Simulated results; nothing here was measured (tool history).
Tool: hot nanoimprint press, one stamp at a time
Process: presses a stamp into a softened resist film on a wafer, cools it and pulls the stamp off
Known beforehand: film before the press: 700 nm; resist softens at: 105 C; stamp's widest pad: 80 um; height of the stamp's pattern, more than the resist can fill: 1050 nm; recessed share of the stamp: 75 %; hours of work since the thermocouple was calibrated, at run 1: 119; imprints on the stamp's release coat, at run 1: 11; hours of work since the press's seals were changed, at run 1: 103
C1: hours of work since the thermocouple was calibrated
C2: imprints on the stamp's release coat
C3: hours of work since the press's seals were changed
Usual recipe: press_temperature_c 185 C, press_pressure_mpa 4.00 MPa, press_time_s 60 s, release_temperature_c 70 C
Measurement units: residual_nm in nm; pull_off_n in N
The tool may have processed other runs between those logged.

run 1 hour=0.0 | press_temperature_c=185 press_pressure_mpa=4.00 press_time_s=60 release_temperature_c=70 | C1=119 C2=11 C3=103 | residual_nm=250.6 pull_off_n=188
run 2 hour=8.9 | press_temperature_c=185 press_pressure_mpa=4.00 press_time_s=60 release_temperature_c=70 | C1=123 C2=40 C3=107 | residual_nm=248.6 pull_off_n=195
run 3 hour=15.7 | press_temperature_c=185 press_pressure_mpa=4.00 press_time_s=60 release_temperature_c=70 | C1=126 C2=61 C3=110 | residual_nm=247.5 pull_off_n=187
run 4 hour=23.5 | press_temperature_c=185 press_pressure_mpa=2.63 press_time_s=60 release_temperature_c=70 | C1=129 C2=86 C3=113 | residual_nm=319.0 pull_off_n=187
run 5 hour=32.4 | press_temperature_c=185 press_pressure_mpa=2.63 press_time_s=60 release_temperature_c=70 | C1=133 C2=115 C3=117 | residual_nm=319.1 pull_off_n=197
run 6 hour=38.5 | press_temperature_c=185 press_pressure_mpa=2.63 press_time_s=60 release_temperature_c=70 | C1=136 C2=134 C3=120 | residual_nm=320.1 pull_off_n=185
run 7 hour=45.7 | press_temperature_c=185 press_pressure_mpa=5.09 press_time_s=60 release_temperature_c=70 | C1=139 C2=158 C3=123 | residual_nm=213.8 pull_off_n=199
run 8 hour=50.3 | press_temperature_c=185 press_pressure_mpa=5.09 press_time_s=60 release_temperature_c=70 | C1=141 C2=173 C3=125 | residual_nm=216.8 pull_off_n=184
run 9 hour=58.1 | press_temperature_c=185 press_pressure_mpa=4.00 press_time_s=60 release_temperature_c=70 | C1=144 C2=197 C3=128 | residual_nm=250.3 pull_off_n=198
run 10 hour=63.5 | press_temperature_c=185 press_pressure_mpa=4.00 press_time_s=60 release_temperature_c=70 | C1=146 C2=215 C3=131 | residual_nm=245.8 pull_off_n=195
run 11 hour=69.5 | press_temperature_c=185 press_pressure_mpa=4.00 press_time_s=60 release_temperature_c=70 | C1=149 C2=234 C3=133 | residual_nm=251.1 pull_off_n=208
run 12 hour=75.8 | press_temperature_c=185 press_pressure_mpa=4.00 press_time_s=60 release_temperature_c=70 | C1=152 C2=254 C3=136 | residual_nm=249.5 pull_off_n=200
run 13 hour=84.5 | press_temperature_c=185 press_pressure_mpa=4.00 press_time_s=60 release_temperature_c=70 | C1=155 C2=282 C3=140 | residual_nm=250.6 pull_off_n=205
run 14 hour=93.6 | press_temperature_c=185 press_pressure_mpa=4.00 press_time_s=60 release_temperature_c=70 | C1=159 C2=311 C3=143 | residual_nm=250.0 pull_off_n=204
run 15 hour=99.9 | press_temperature_c=185 press_pressure_mpa=4.00 press_time_s=60 release_temperature_c=70 | C1=162 C2=332 C3=146 | residual_nm=246.9 pull_off_n=207
run 16 hour=107.4 | press_temperature_c=185 press_pressure_mpa=4.00 press_time_s=102 release_temperature_c=70 | C1=165 C2=356 C3=149 | residual_nm=208.6 pull_off_n=206
-- hour=110.9 plate thermocouple calibrated
run 17 hour=119.4 | press_temperature_c=185 press_pressure_mpa=4.00 press_time_s=102 release_temperature_c=70 | C1=4 C2=385 C3=153 | residual_nm=209.5 pull_off_n=218
run 18 hour=125.4 | press_temperature_c=185 press_pressure_mpa=4.00 press_time_s=102 release_temperature_c=70 | C1=6 C2=404 C3=156 | residual_nm=207.2 pull_off_n=212
run 19 hour=133.2 | press_temperature_c=180 press_pressure_mpa=3.46 press_time_s=60 release_temperature_c=66 | C1=10 C2=429 C3=159 | residual_nm=306.6 pull_off_n=221
run 20 hour=139.6 | press_temperature_c=180 press_pressure_mpa=3.46 press_time_s=60 release_temperature_c=76 | C1=12 C2=449 C3=162 | residual_nm=307.2 pull_off_n=202
-- hour=151.5 plate thermocouple calibrated, once more
run 21 hour=151.5 | press_temperature_c=180 press_pressure_mpa=3.83 press_time_s=60 release_temperature_c=70 | C1=0 C2=478 C3=166 | residual_nm=283.7 pull_off_n=219
run 22 hour=155.7 | press_temperature_c=180 press_pressure_mpa=2.85 press_time_s=66 release_temperature_c=68 | C1=2 C2=491 C3=167 | residual_nm=327.8 pull_off_n=220
run 23 hour=164.7 | press_temperature_c=179 press_pressure_mpa=5.61 press_time_s=57 release_temperature_c=67 | C1=6 C2=520 C3=171 | residual_nm=235.8 pull_off_n=225
run 24 hour=169.1 | press_temperature_c=190 press_pressure_mpa=5.61 press_time_s=50 release_temperature_c=67 | C1=8 C2=535 C3=173 | residual_nm=191.1 pull_off_n=233
run 25 hour=175.4 | press_temperature_c=177 press_pressure_mpa=2.79 press_time_s=60 release_temperature_c=70 | C1=10 C2=555 C3=176 | residual_nm=363.5 pull_off_n=217
run 26 hour=181.4 | press_temperature_c=177 press_pressure_mpa=2.79 press_time_s=60 release_temperature_c=70 | C1=13 C2=574 C3=179 | residual_nm=360.2 pull_off_n=220
run 27 hour=190.5 | press_temperature_c=177 press_pressure_mpa=2.79 press_time_s=83 release_temperature_c=77 | C1=17 C2=603 C3=182 | residual_nm=327.5 pull_off_n=205
run 28 hour=199.8 | press_temperature_c=177 press_pressure_mpa=2.79 press_time_s=83 release_temperature_c=77 | C1=21 C2=633 C3=186 | residual_nm=330.4 pull_off_n=208
run 29 hour=209.2 | press_temperature_c=177 press_pressure_mpa=2.79 press_time_s=83 release_temperature_c=77 | C1=25 C2=663 C3=190 | residual_nm=329.3 pull_off_n=213

Consider 5 possible next runs. They are alternatives, not a sequence: every one starts from the tool as it was left by run 29. What does each give?
run A hour=218.0 | press_temperature_c=185 press_pressure_mpa=4.00 press_time_s=60 release_temperature_c=59 | C1=29 C2=692 C3=194 | residual_nm=? pull_off_n=?
run B hour=218.0 | press_temperature_c=185 press_pressure_mpa=3.16 press_time_s=60 release_temperature_c=74 | C1=29 C2=692 C3=194 | residual_nm=? pull_off_n=?
run C hour=218.0 | press_temperature_c=177 press_pressure_mpa=2.62 press_time_s=63 release_temperature_c=72 | C1=29 C2=692 C3=194 | residual_nm=? pull_off_n=?
run D hour=218.0 | press_temperature_c=185 press_pressure_mpa=4.99 press_time_s=60 release_temperature_c=70 | C1=29 C2=692 C3=194 | residual_nm=? pull_off_n=?
run E hour=218.0 | press_temperature_c=174 press_pressure_mpa=4.00 press_time_s=33 release_temperature_c=70 | C1=29 C2=692 C3=194 | residual_nm=? pull_off_n=?

run=A residual_nm=245.7 pull_off_n=251
run=B residual_nm=282.6 pull_off_n=223
run=C residual_nm=370.4 pull_off_n=222
run=D residual_nm=215.4 pull_off_n=227
run=E residual_nm=385.7 pull_off_n=231
With no hidden state in the tool, these same runs would have given:
run=A residual_nm=245.1 pull_off_n=202
run=B residual_nm=282.5 pull_off_n=180
run=C residual_nm=371.0 pull_off_n=179
run=D residual_nm=214.5 pull_off_n=184
run=E residual_nm=385.5 pull_off_n=186

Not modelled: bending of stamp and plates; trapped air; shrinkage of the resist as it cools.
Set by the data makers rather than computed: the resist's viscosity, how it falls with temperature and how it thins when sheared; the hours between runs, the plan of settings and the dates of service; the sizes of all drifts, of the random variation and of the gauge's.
